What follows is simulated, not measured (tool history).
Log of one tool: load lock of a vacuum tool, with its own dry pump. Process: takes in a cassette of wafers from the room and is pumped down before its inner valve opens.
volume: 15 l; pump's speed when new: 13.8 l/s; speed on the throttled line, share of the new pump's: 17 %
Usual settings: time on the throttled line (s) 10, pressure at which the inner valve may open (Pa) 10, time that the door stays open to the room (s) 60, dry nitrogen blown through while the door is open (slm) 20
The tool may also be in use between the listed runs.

run	hour	time on the throttled line (s)	pressure at which the inner valve may open (Pa)	time that the door stays open to the room (s)	dry nitrogen blown through while the door is open (slm)	incoming humidity of the room's air, %	time from the closed door until the inner valve may open (s)	rise of the pressure with all valves shut (Pa/min)
1	0	10	10	60	20	44.8	18.5	0.123
2	113.5	10	11	60	20	43.1	18.4	0.127
3	167.3	10	11	60	20	43.8	18.7	0.126
4	279.4	10	11	60	20	42.8	18	0.137
5	392.4	10	11	60	20	43.6	18.6	0.141
6	443.2	10	11	60	20	44.4	18.6	0.136
7	513.2	10	11	60	20	42.3	18.4	0.146
8	586.2	10	10	60	36	44.6	18.7	0.142
9	637.8	10	10	60	36	44.4	18.5	0.147
10	687.5	10	10	60	20	43.2	18.5	0.153
11	771.7	10	10	60	20	46.8	18.8	0.161
12	879.4	10	10	60	39	46.3	18.4	0.16
13	956.6	10	10	60	39	44.8	18.6	0.163
14	1037.3	10	10	60	39	43.7	18.6	0.165
15	1108.2	10	10	60	39	44.2	18.8	0.172
16	1190.5	10	10	60	39	45.5	18.5	0.166
17	1256.3	6	10	60	20	43.8	15.5	0.187
18	1305.1	6	10	60	20	46.2	15.4	0.193
19	1396.1	10	10	60	11	43.7	19	0.204
20	1488.4	10	10	60	11	43.8	18.8	0.211
21	1542.1	10	10	29	20	45.3	18.5	0.193
22	1657.5	10	10	29	20	44.5	18.7	0.202
23	1770.3	10	10	29	20	45.7	18.7	0.212
24	1843.8	10	10	29	20	44.4	18.6	0.222
25	1899.9	10	10	29	20	45.6	18.7	0.218
26	1984.1	10	10	109	4	44.8	18.7	0.295
27	2036	10	10	109	4	43.1	19.1	0.294
28	2104	15	19	60	20	48.3	22.2	0.245
29	2179	10	10	36	7	45.5	18.8	0.26
30	2292	10	10	36	7	48.9	18.7	0.264
31	2380.6	10	10	94	35	47.4	18.8	0.261
32	2488.2	6	19	60	20	45	14.9	0.27
33	2545.5	6	19	60	20	45.7	14.7	0.278
34	2639.9	6	19	60	20	40.8	14.9	0.281
35	2719.9	16	18	110	20	45.6	23	0.295
36	2786.8	10	10	175	20	43.7	18.9	0.309
37	2880.2	10	10	175	7	47.1	18.9	0.365

Forecast each of these 4 alternatives for the next run:
A	2930.3	8	10	60	20	43.4	?	?
B	2930.3	11	10	175	7	48.9	?	?
C	2930.3	10	10	175	23	43.3	?	?
D	2930.3	10	10	175	8	46.7	?	?

run	time from the closed door until the inner valve may open (s)	rise of the pressure with all valves shut (Pa/min)
A	17.1	0.296
B	19.7	0.369
C	19	0.328
D	18.6	0.369
Without the tool's hidden state the same runs would have given:
run	time from the closed door until the inner valve may open (s)	rise of the pressure with all valves shut (Pa/min)
A	16.6	0.029
B	19.3	0.111
C	18.5	0.062
D	18.1	0.103

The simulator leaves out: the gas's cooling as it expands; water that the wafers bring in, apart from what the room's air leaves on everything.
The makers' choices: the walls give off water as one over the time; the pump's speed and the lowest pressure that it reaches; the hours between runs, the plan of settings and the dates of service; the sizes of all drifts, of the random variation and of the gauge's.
